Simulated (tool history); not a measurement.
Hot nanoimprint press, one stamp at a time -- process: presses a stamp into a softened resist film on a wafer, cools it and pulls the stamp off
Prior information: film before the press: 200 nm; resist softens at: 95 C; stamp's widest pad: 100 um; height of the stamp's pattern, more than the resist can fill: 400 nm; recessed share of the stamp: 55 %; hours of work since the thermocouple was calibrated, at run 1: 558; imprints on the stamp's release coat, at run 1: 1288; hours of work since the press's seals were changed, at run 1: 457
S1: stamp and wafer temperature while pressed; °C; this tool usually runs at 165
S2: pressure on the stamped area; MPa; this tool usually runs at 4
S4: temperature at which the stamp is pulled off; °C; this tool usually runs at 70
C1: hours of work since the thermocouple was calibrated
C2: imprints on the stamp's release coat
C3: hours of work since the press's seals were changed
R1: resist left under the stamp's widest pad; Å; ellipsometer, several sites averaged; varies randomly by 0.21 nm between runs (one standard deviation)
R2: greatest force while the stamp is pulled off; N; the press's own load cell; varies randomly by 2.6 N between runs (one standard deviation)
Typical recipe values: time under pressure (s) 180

run 1 hour=0 | S1=165 S2=4 time_under_pressure_(s)=180 S4=70 | C1=558 C2=1288 C3=457 | R1=727 R2=235
run 2 hour=31.6 | S1=165 S2=4 time_under_pressure_(s)=180 S4=70 | C1=583 C2=1416 C3=482 | R1=731 R2=243
-- hour=40.8 plate thermocouple calibrated
run 3 hour=61.9 | S1=165 S2=4 time_under_pressure_(s)=180 S4=70 | C1=17 C2=1527 C3=504 | R1=784 R2=252
run 4 hour=103.6 | S1=165 S2=4 time_under_pressure_(s)=180 S4=70 | C1=50 C2=1696 C3=537 | R1=778 R2=252
run 5 hour=132 | S1=165 S2=4 time_under_pressure_(s)=180 S4=70 | C1=73 C2=1811 C3=560 | R1=782 R2=258
run 6 hour=155.2 | S1=165 S2=4 time_under_pressure_(s)=180 S4=70 | C1=91 C2=1906 C3=578 | R1=776 R2=257
run 7 hour=191.4 | S1=165 S2=4 time_under_pressure_(s)=180 S4=70 | C1=120 C2=2053 C3=607 | R1=774 R2=259
-- hour=222.9 stamp cleaned and given a new release coat
run 8 hour=226.8 | S1=165 S2=4 time_under_pressure_(s)=180 S4=70 | C1=143 C2=16 C3=631 | R1=779 R2=215
run 9 hour=254 | S1=165 S2=4 time_under_pressure_(s)=180 S4=70 | C1=165 C2=126 C3=652 | R1=773 R2=212
run 10 hour=291.8 | S1=165 S2=4 time_under_pressure_(s)=180 S4=70 | C1=195 C2=280 C3=683 | R1=773 R2=217
-- hour=333.3 press's hydraulic seals changed and the load cell set to zero
run 11 hour=341.5 | S1=165 S2=4 time_under_pressure_(s)=180 S4=70 | C1=229 C2=449 C3=7 | R1=757 R2=220
run 12 hour=373.6 | S1=165 S2=4 time_under_pressure_(s)=180 S4=70 | C1=254 C2=579 C3=32 | R1=756 R2=224
run 13 hour=411.8 | S1=165 S2=4 time_under_pressure_(s)=180 S4=70 | C1=285 C2=734 C3=63 | R1=753 R2=227
run 14 hour=455.6 | S1=165 S2=4 time_under_pressure_(s)=180 S4=70 | C1=320 C2=912 C3=98 | R1=748 R2=229
run 15 hour=481.7 | S1=165 S2=4 time_under_pressure_(s)=180 S4=70 | C1=340 C2=1018 C3=118 | R1=748 R2=235
run 16 hour=502.9 | S1=165 S2=4 time_under_pressure_(s)=180 S4=70 | C1=357 C2=1104 C3=135 | R1=746 R2=234

Predict the results of run 17:
run 17 hour=529.7 | S1=161 S2=4 time_under_pressure_(s)=91 S4=63 | C1=379 C2=1213 C3=157 | R1=? R2=?

{"run 17": {"R1": 1168, "R2": 257}}
Take away the tool's hidden state, keep the run-to-run variation as it was, and the same run would have given R1 1207 Å, R2 228 N.
